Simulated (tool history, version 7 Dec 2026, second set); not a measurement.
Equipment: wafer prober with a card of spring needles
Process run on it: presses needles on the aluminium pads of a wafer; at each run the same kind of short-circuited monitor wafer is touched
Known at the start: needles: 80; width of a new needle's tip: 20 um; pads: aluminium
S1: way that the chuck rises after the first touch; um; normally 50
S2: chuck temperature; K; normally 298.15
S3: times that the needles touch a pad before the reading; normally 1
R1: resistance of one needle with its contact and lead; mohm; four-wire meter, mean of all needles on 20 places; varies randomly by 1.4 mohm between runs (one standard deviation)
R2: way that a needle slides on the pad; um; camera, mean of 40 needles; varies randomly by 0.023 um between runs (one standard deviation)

run,hour,S1,S2,S3,R1,R2
1,0,50,298.15,1,126,7.91
# hour 13.5: tips cleaned on abrasive film
2,16.7,50,298.15,1,128,7.93
3,35,50,298.15,1,126,7.95
# hour 36: tips cleaned on abrasive film
4,54.6,50,298.15,1,126,7.95
# hour 58.9: tips cleaned on abrasive film
5,73.9,50,298.15,1,129,7.95
# hour 82.1: tips cleaned on abrasive film
6,94,50,298.15,1,125,8.03
# hour 104.9: tips cleaned on abrasive film
7,115.4,50,298.15,1,125,8.02
# hour 127.2: tips cleaned on abrasive film
8,127.8,50,373.15,3,140,8.03
9,142.7,38,328.15,1,142,6.05
# hour 149.8: tips cleaned on abrasive film
10,159.3,50,312.15,1,129,8.05
11,168.6,65,322.15,1,124,10.47
# hour 173.5: tips cleaned on abrasive film
12,178.2,50,329.15,1,134,8.06
# hour 195: gauge calibrated
# hour 196.8: tips cleaned on abrasive film
13,198.7,50,329.15,1,132,7.88

Each row is a separate what-if for the run after 13, all from the same tool condition, not one after another. Results?
A,216.3,50,346.15,1,?,?
B,216.3,50,308.15,2,?,?
C,216.3,50,389.15,2,?,?

run,R1,R2
A,137,7.91
B,129,7.9
C,143,7.89
The same runs, with their run-to-run variation unchanged, on a tool lacking any hidden condition would have given:
run,R1,R2
A,136,7.89
B,128,7.88
C,143,7.87
